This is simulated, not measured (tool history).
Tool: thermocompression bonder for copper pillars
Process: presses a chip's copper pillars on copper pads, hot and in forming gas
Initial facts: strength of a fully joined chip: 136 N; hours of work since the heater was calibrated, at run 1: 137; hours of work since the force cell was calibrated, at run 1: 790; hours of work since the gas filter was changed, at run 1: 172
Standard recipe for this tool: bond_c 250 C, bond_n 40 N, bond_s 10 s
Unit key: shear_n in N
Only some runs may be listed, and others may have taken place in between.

run     day  bond_c  bond_n  bond_s  hours of work since the heater was calibrated  hours of work since the force cell was calibrated  hours of work since the gas filter was changed  shear_n
  1   0.000     250      40      10                                            137                                                790                                             172     94.1
  2   0.833     250      40      10                                            147                                                800                                             181     94.5
  3   2.117     250      40      10                                            161                                                814                                             196     94.2
  4   3.296     250      40      10                                            174                                                827                                             209     93.6
  5   4.542     250      40      10                                            188                                                841                                             223     94.1
  6   5.854     250      40      12                                            203                                                856                                             237     98.5
  7   6.838     228      40      10                                            214                                                867                                             249     76.1
  8   8.633     228      40      10                                            234                                                887                                             269     75.6
  9   9.888     228      40      10                                            248                                                901                                             283     75.5
 10  10.821     228      40      10                                            259                                                911                                             293     75.3
 11  11.804     228      40      10                                            270                                                922                                             304     74.9
 12  13.242     250      40      10                                            286                                                939                                             320     94.5
     13.808  -- forming gas filter changed
 13  14.358     250      40      10                                            298                                                951                                               6     94.3
 14  15.304     250      30      10                                            309                                                961                                              17     84.6
 15  16.650     250      40       8                                            324                                                976                                              32     88.9
 16  18.546     250      40       8                                            345                                                998                                              53     89.3
 17  19.792     250      40       8                                            359                                               1012                                              67     89.1
 18  21.704     250      40      10                                            380                                               1033                                              88     93.9
 19  22.679     250      40      10                                            391                                               1044                                              99     94.1
 20  23.742     250      40      10                                            403                                               1056                                             111     94.5
 21  25.371     250      40      10                                            421                                               1074                                             130     94.6
 22  26.954     239      38      12                                            439                                               1092                                             147     88.6
 23  28.117     239      38      12                                            452                                               1105                                             160     88.7
 24  29.983     272      40      10                                            473                                               1126                                             181    110.3
 25  31.879     272      40      10                                            494                                               1147                                             202    110.8
 26  33.717     272      40      10                                            515                                               1168                                             223    108.4
 27  34.921     258      43       9                                            528                                               1181                                             236     99.8
 28  35.979     225      43       8                                            540                                               1193                                             248     69.7
 29  37.146     225      43       8                                            553                                               1206                                             261     71.0
 30  38.021     225      43       8                                            563                                               1216                                             271     70.3
 31  39.454     222      45      16                                            579                                               1232                                             287     86.0
 32  40.750     250      32      10                                            594                                               1246                                             302     87.2
 33  42.071     250      32      10                                            608                                               1261                                             317     87.1
     42.921  -- forming gas filter changed
 34  43.321     250      32      10                                            622                                               1275                                               4     87.9
 35  44.450     250      32      10                                            635                                               1288                                              17     86.6
 36  45.758     250      31       8                                            650                                               1302                                              32     80.7
 37  47.571     276      40      22                                            670                                               1323                                              52    124.9
 38  49.304     252      38       7                                            689                                               1342                                              72     86.0
 39  50.708     230      44       5                                            705                                               1358                                              87     64.1

Branching from run 39: 3 alternative next runs. What would each branch give?
  A  52.375     242      29       5                                            724                                               1376                                             106        ?
  B  52.375     221      59       7                                            724                                               1376                                             106        ?
  C  52.375     230      55       5                                            724                                               1376                                             106        ?

run  shear_n
  A     61.5
  B     74.0
  C     71.9
Take away the tool's hidden state, keep each run's random variation, and the runs would have read:
run  shear_n
  A     61.2
  B     73.7
  C     71.6
